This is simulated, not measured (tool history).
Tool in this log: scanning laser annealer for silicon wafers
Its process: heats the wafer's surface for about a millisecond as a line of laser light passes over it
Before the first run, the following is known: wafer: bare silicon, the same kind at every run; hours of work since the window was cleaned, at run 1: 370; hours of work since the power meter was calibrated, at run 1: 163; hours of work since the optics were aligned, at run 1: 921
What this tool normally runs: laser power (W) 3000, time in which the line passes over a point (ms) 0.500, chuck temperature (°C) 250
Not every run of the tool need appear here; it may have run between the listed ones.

run,day,laser power (W),time in which the line passes over a point (ms),chuck temperature (°C),hours of work since the window was cleaned,hours of work since the power meter was calibrated,hours of work since the optics were aligned,highest temperature of the surface (°C)
1,0.000,3000,0.500,250,370,163,921,1002
2,3.225,3000,0.500,250,412,206,964,998
3,5.379,3000,0.500,250,441,235,993,1000
# day 9.046: optics aligned, line set to its width
4,9.358,3000,0.500,250,491,285,4,1002
5,12.504,3000,0.500,250,533,327,46,1000
6,14.621,3000,0.500,250,561,355,74,1001
7,18.375,3055,0.500,250,611,405,124,1011
# day 19.142: window over the wafer cleaned
8,21.450,3055,0.500,250,31,445,164,1012
9,24.096,3055,0.500,250,66,480,199,1016
10,26.979,3000,0.500,231,104,518,238,980
11,30.021,3000,0.372,250,145,559,278,907
12,31.862,3000,0.500,250,169,583,303,1000
13,35.717,3000,0.500,250,221,635,354,999
14,39.021,3000,0.456,250,265,679,398,973
15,41.112,3000,0.500,250,292,707,426,998
16,44.804,3008,0.500,250,342,756,475,1002
17,47.546,3008,0.500,250,378,792,511,1002
18,50.329,3008,0.500,250,415,829,548,1001
19,54.196,3008,0.500,250,467,881,600,1001
20,57.167,3008,0.500,250,506,920,639,1004
21,60.029,2896,0.374,231,544,958,678,871
22,63.817,3018,0.500,230,595,1009,728,985
# day 65.896: window over the wafer cleaned
23,66.133,3000,0.453,263,3,1039,758,982
24,69.425,3000,0.453,263,47,1082,801,979
25,71.875,3000,0.453,263,80,1115,834,980
26,74.029,3000,0.453,263,108,1144,863,982
27,76.938,3000,0.358,249,147,1182,901,895
28,80.521,3026,0.358,241,195,1230,949,893
29,83.075,3026,0.358,241,229,1264,983,893
30,85.112,2910,0.512,229,256,1291,1010,968
31,86.800,2910,0.512,229,278,1314,1033,965
# day 87.429: optics aligned, line set to its width
32,89.971,3032,0.439,210,318,1353,34,923
33,92.154,2798,0.439,227,347,1382,63,893
34,95.167,2738,0.521,227,387,1422,103,929
35,98.150,2738,0.521,227,427,1462,143,930
36,100.262,2978,0.554,235,455,1490,171,1019
37,103.896,2714,0.369,255,503,1538,219,854
38,107.012,2714,0.369,255,545,1580,261,852
39,110.021,3097,0.369,255,585,1620,301,931
# day 112.800: window over the wafer cleaned
40,113.379,3252,0.351,265,8,1663,344,958

5 options for the next run, each taken on its own from the tool as it stands now. Forecast them:
A,116.021,2803,0.351,250,43,1699,379,?
B,116.021,2918,0.351,265,43,1699,379,?
C,116.021,3185,0.351,265,43,1699,379,?
D,116.021,3111,0.430,250,43,1699,379,?
E,116.021,2658,0.468,265,43,1699,379,?

run,highest temperature of the surface (°C)
A,853
B,889
C,944
D,978
E,916
With the hidden condition removed and each run's random variation left untouched, the same runs would have given:
run,highest temperature of the surface (°C)
A,853
B,889
C,944
D,979
E,917

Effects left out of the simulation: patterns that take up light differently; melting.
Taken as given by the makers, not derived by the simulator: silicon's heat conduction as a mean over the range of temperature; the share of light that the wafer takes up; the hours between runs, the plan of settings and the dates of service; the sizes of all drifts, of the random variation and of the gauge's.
